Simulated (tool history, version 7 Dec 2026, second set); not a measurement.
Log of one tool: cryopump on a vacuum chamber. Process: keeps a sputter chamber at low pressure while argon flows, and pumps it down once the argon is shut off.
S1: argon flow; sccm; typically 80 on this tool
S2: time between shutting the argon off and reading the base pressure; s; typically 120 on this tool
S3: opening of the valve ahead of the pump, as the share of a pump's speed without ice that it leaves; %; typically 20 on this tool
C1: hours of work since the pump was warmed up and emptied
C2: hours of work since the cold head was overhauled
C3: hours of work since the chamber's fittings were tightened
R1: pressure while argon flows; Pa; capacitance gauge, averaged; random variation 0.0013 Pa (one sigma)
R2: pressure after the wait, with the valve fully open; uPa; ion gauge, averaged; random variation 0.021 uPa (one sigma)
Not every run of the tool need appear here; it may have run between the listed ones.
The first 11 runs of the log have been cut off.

Run 12, hour 849.4: usual settings but S2 102 s; C1 310; C2 2009; C3 232. Result: R1 0.3063 Pa, R2 0.94 uPa.
Run 13, hour 968.8: usual settings but S3 43 %; C1 388; C2 2087; C3 311. Result: R1 0.1492 Pa, R2 0.97 uPa.
Run 14, hour 1075.9: usual settings but S3 43 %; C1 459; C2 2158; C3 381. Result: R1 0.1526 Pa, R2 1.07 uPa.
Run 15, hour 1162.3: usual settings but S3 43 %; C1 515; C2 2214; C3 438. Result: R1 0.1548 Pa, R2 1.18 uPa.
Run 16, hour 1243.3: usual settings but S2 30 s; C1 569; C2 2268; C3 491. Result: R1 0.3118 Pa, R2 2.33 uPa.
Run 17, hour 1355.7: usual settings; C1 642; C2 2342; C3 565. Result: R1 0.3189 Pa, R2 1.36 uPa.
Run 18, hour 1425.1: usual settings; C1 688; C2 2387; C3 610. Result: R1 0.317 Pa, R2 1.54 uPa.
Run 19, hour 1520: usual settings; C1 750; C2 2449; C3 673. Result: R1 0.3212 Pa, R2 1.65 uPa.
Run 20, hour 1609.6: usual settings; C1 809; C2 2508; C3 732. Result: R1 0.3259 Pa, R2 1.79 uPa.
At hour 1621.1: pump warmed up, emptied and cooled again.
Run 21, hour 1711.3: usual settings but S1 34 sccm, S2 41 s, S3 60 %; C1 59; C2 2572; C3 795. Result: R1 0.0437 Pa, R2 2.17 uPa.
Run 22, hour 1763.9: usual settings but S1 34 sccm, S2 41 s, S3 28 %; C1 94; C2 2607; C3 830. Result: R1 0.0909 Pa, R2 2.13 uPa.
Run 23, hour 1816: usual settings but S1 34 sccm, S2 41 s, S3 26 %; C1 128; C2 2641; C3 864. Result: R1 0.0974 Pa, R2 2.32 uPa.
Run 24, hour 1869.1: usual settings but S1 34 sccm, S2 64 s; C1 163; C2 2676; C3 899. Result: R1 0.1271 Pa, R2 2 uPa.
Run 25, hour 1962.4: usual settings but S2 32 s; C1 224; C2 2737; C3 960. Result: R1 0.3009 Pa, R2 2.8 uPa.
Run 26, hour 2016.5: usual settings but S2 26 s; C1 260; C2 2772; C3 996. Result: R1 0.3025 Pa, R2 3.13 uPa.
Run 27, hour 2132: usual settings but S2 26 s; C1 336; C2 2848; C3 1072. Result: R1 0.307 Pa, R2 3.28 uPa.
Run 28, hour 2241.2: usual settings but S2 26 s; C1 407; C2 2920; C3 1143. Result: R1 0.3086 Pa, R2 3.52 uPa.
Run 29, hour 2357: usual settings but S1 35 sccm, S2 246 s, S3 45 %; C1 484; C2 2996; C3 1219. Result: R1 0.0646 Pa, R2 2.06 uPa.
At hour 2414.3: leaking fittings of the chamber tightened, without venting.
Run 30, hour 2439.1: usual settings but S1 49 sccm, S2 246 s, S3 43 %; C1 536; C2 3049; C3 16. Result: R1 0.0956 Pa, R2 0.38 uPa.
Run 31, hour 2530: usual settings but S1 49 sccm, S2 246 s, S3 43 %; C1 596; C2 3109; C3 76. Result: R1 0.0971 Pa, R2 0.43 uPa.
Run 32, hour 2647.4: usual settings but S1 77 sccm, S2 124 s, S3 43 %; C1 673; C2 3186; C3 153. Result: R1 0.1553 Pa, R2 0.78 uPa.
Run 33, hour 2757.4: usual settings but S1 142 sccm; C1 745; C2 3258; C3 225. Result: R1 0.5712 Pa, R2 0.92 uPa.

Forecast each of these 3 alternatives for the next run:
Run A, hour 2858.6: usual settings but S2 91 s; C1 812; C2 3325; C3 292. Result: R1 ?, R2 ?.
Run B, hour 2858.6: usual settings but S1 64 sccm, S2 100 s; C1 812; C2 3325; C3 292. Result: R1 ?, R2 ?.
Run C, hour 2858.6: usual settings but S1 34 sccm, S2 103 s, S3 19 %; C1 812; C2 3325; C3 292. Result: R1 ?, R2 ?.

run      R1    R2
  A   0.328  1.22
  B  0.2616  1.14
  C   0.145  1.08
Take away the tool's hidden state, keep each run's random variation, and the runs would have read:
run      R1    R2
  A  0.2948  0.64
  B  0.2351  0.57
  C  0.1309  0.53

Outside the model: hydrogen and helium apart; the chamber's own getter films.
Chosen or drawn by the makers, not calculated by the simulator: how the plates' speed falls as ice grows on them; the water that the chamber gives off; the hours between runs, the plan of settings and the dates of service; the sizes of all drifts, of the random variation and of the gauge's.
